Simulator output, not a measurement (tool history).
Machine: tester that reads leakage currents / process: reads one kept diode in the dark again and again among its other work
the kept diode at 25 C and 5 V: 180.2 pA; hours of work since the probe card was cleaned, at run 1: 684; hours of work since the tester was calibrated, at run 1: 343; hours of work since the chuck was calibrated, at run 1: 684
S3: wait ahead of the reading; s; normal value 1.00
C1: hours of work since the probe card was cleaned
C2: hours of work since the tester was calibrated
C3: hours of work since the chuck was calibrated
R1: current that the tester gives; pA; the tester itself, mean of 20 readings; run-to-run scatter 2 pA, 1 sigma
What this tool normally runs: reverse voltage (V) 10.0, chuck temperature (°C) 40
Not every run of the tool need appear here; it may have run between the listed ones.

Run 1, hour 0.0: usual settings; C1 684; C2 343; C3 684. Result: R1 676.25 pA.
Run 2, hour 94.0: usual settings; C1 753; C2 412; C3 753. Result: R1 681.01 pA.
Run 3, hour 199.9: usual settings; C1 831; C2 490; C3 831. Result: R1 674.83 pA.
Run 4, hour 250.7: usual settings; C1 869; C2 528; C3 869. Result: R1 678.44 pA.
Run 5, hour 316.5: usual settings; C1 917; C2 576; C3 917. Result: R1 680.10 pA.
Run 6, hour 388.2: usual settings; C1 970; C2 629; C3 970. Result: R1 677.01 pA.
Run 7, hour 496.6: usual settings but reverse voltage (V) 8.0; C1 1050; C2 709; C3 1050. Result: R1 624.78 pA.
Run 8, hour 595.0: usual settings but reverse voltage (V) 8.0; C1 1122; C2 781; C3 1122. Result: R1 624.60 pA.
Run 9, hour 644.7: usual settings but reverse voltage (V) 8.0; C1 1159; C2 818; C3 1159. Result: R1 625.81 pA.
Run 10, hour 725.2: usual settings but reverse voltage (V) 8.0; C1 1218; C2 877; C3 1218. Result: R1 626.68 pA.
Run 11, hour 790.5: usual settings but reverse voltage (V) 8.0; C1 1266; C2 926; C3 1266. Result: R1 626.80 pA.
Run 12, hour 869.2: usual settings but reverse voltage (V) 8.0; C1 1324; C2 984; C3 1324. Result: R1 624.95 pA.
Run 13, hour 961.7: usual settings but reverse voltage (V) 8.0; C1 1392; C2 1052; C3 1392. Result: R1 623.16 pA.
Run 14, hour 1057.7: usual settings but reverse voltage (V) 8.0; C1 1463; C2 1122; C3 1463. Result: R1 625.08 pA.
Run 15, hour 1120.9: usual settings but chuck temperature (°C) 41; C1 1510; C2 1169; C3 1510. Result: R1 720.10 pA.
Run 16, hour 1195.1: usual settings but chuck temperature (°C) 41, S3 9.15 s; C1 1564; C2 1224; C3 1564. Result: R1 723.85 pA.
Run 17, hour 1244.9: usual settings but chuck temperature (°C) 41, S3 9.15 s; C1 1601; C2 1260; C3 1601. Result: R1 724.06 pA.
Run 18, hour 1311.8: usual settings but chuck temperature (°C) 41, S3 9.15 s; C1 1650; C2 1310; C3 1650. Result: R1 721.52 pA.
Run 19, hour 1410.9: usual settings but chuck temperature (°C) 41, S3 9.15 s; C1 1723; C2 1383; C3 1723. Result: R1 725.48 pA.
Run 20, hour 1471.3: usual settings but reverse voltage (V) 12.3, chuck temperature (°C) 41, S3 9.15 s; C1 1768; C2 1427; C3 1768. Result: R1 777.96 pA.
Run 21, hour 1564.0: usual settings but reverse voltage (V) 12.3, chuck temperature (°C) 41, S3 9.15 s; C1 1836; C2 1496; C3 1836. Result: R1 780.19 pA.
At hour 1648.3: chuck's temperature calibrated.
Run 22, hour 1665.2: usual settings but reverse voltage (V) 9.0, chuck temperature (°C) 55, S3 0.82 s; C1 1909; C2 1569; C3 12. Result: R1 1721.66 pA.
At hour 1695.4: probe card cleaned and baked.
Run 23, hour 1779.7: usual settings but reverse voltage (V) 1.9, chuck temperature (°C) 38, S3 0.82 s; C1 62; C2 1651; C3 95. Result: R1 326.14 pA.
Run 24, hour 1827.9: usual settings but chuck temperature (°C) 31, S3 3.35 s; C1 98; C2 1686; C3 130. Result: R1 359.51 pA.
Run 25, hour 1932.4: usual settings but chuck temperature (°C) 33, S3 0.61 s; C1 175; C2 1763; C3 207. Result: R1 415.00 pA.
Run 26, hour 2035.8: usual settings but reverse voltage (V) 12.1, chuck temperature (°C) 44, S3 1.39 s; C1 251; C2 1840; C3 283. Result: R1 948.28 pA.
Run 27, hour 2090.6: usual settings but reverse voltage (V) 1.8, S3 0.50 s; C1 291; C2 1880; C3 324. Result: R1 367.78 pA.
Run 28, hour 2144.8: usual settings but reverse voltage (V) 9.0, S3 0.40 s; C1 331; C2 1920; C3 364. Result: R1 654.86 pA.
Run 29, hour 2191.5: usual settings but chuck temperature (°C) 56, S3 4.44 s; C1 366; C2 1954; C3 398. Result: R1 1899.49 pA.
Run 30, hour 2252.7: usual settings but reverse voltage (V) 14.5, chuck temperature (°C) 24, S3 1.15 s; C1 411; C2 1999; C3 443. Result: R1 245.08 pA.
Run 31, hour 2366.2: usual settings but S3 3.92 s; C1 494; C2 2083; C3 527. Result: R1 678.29 pA.
Run 32, hour 2414.9: usual settings but reverse voltage (V) 2.5, S3 3.92 s; C1 530; C2 2119; C3 563. Result: R1 411.30 pA.
Run 33, hour 2486.0: usual settings but reverse voltage (V) 2.5, S3 3.92 s; C1 583; C2 2171; C3 615. Result: R1 411.76 pA.
At hour 2497.6: tester calibrated.
Run 34, hour 2553.9: usual settings but reverse voltage (V) 2.5, S3 3.92 s; C1 631; C2 41; C3 664. Result: R1 410.78 pA.
Run 35, hour 2637.2: usual settings but chuck temperature (°C) 21, S3 1.91 s; C1 692; C2 103; C3 725. Result: R1 170.95 pA.
Run 36, hour 2683.8: usual settings but chuck temperature (°C) 31, S3 0.58 s; C1 727; C2 137; C3 759. Result: R1 361.51 pA.
Run 37, hour 2798.2: usual settings but chuck temperature (°C) 31, S3 0.75 s; C1 811; C2 221; C3 844. Result: R1 361.91 pA.
Run 38, hour 2904.2: usual settings but chuck temperature (°C) 31, S3 0.75 s; C1 889; C2 300; C3 922. Result: R1 360.26 pA.
Run 39, hour 2992.0: usual settings but reverse voltage (V) 6.8, chuck temperature (°C) 52, S3 8.49 s; C1 954; C2 364; C3 986. Result: R1 1297.12 pA.
Run 40, hour 3057.2: usual settings but reverse voltage (V) 11.3, chuck temperature (°C) 32, S3 0.93 s; C1 1002; C2 412; C3 1034. Result: R1 401.67 pA.

What if the next run were any one of these 4? Each begins from the tool's condition after run 40:
Run A, hour 3164.1: usual settings but reverse voltage (V) 11.3, chuck temperature (°C) 32, S3 0.82 s; C1 1081; C2 491; C3 1113. Result: R1 ?.
Run B, hour 3164.1: usual settings but reverse voltage (V) 3.8, chuck temperature (°C) 57, S3 0.93 s; C1 1081; C2 491; C3 1113. Result: R1 ?.
Run C, hour 3164.1: usual settings but reverse voltage (V) 11.3, chuck temperature (°C) 32, S3 1.17 s; C1 1081; C2 491; C3 1113. Result: R1 ?.
Run D, hour 3164.1: usual settings but chuck temperature (°C) 26, S3 6.32 s; C1 1081; C2 491; C3 1113. Result: R1 ?.

run       R1
  A   405.33
  B  1430.80
  C   402.86
  D   248.82
Without the tool's unlogged condition, the same runs would have read:
run       R1
  A   405.15
  B  1430.46
  C   402.69
  D   248.69
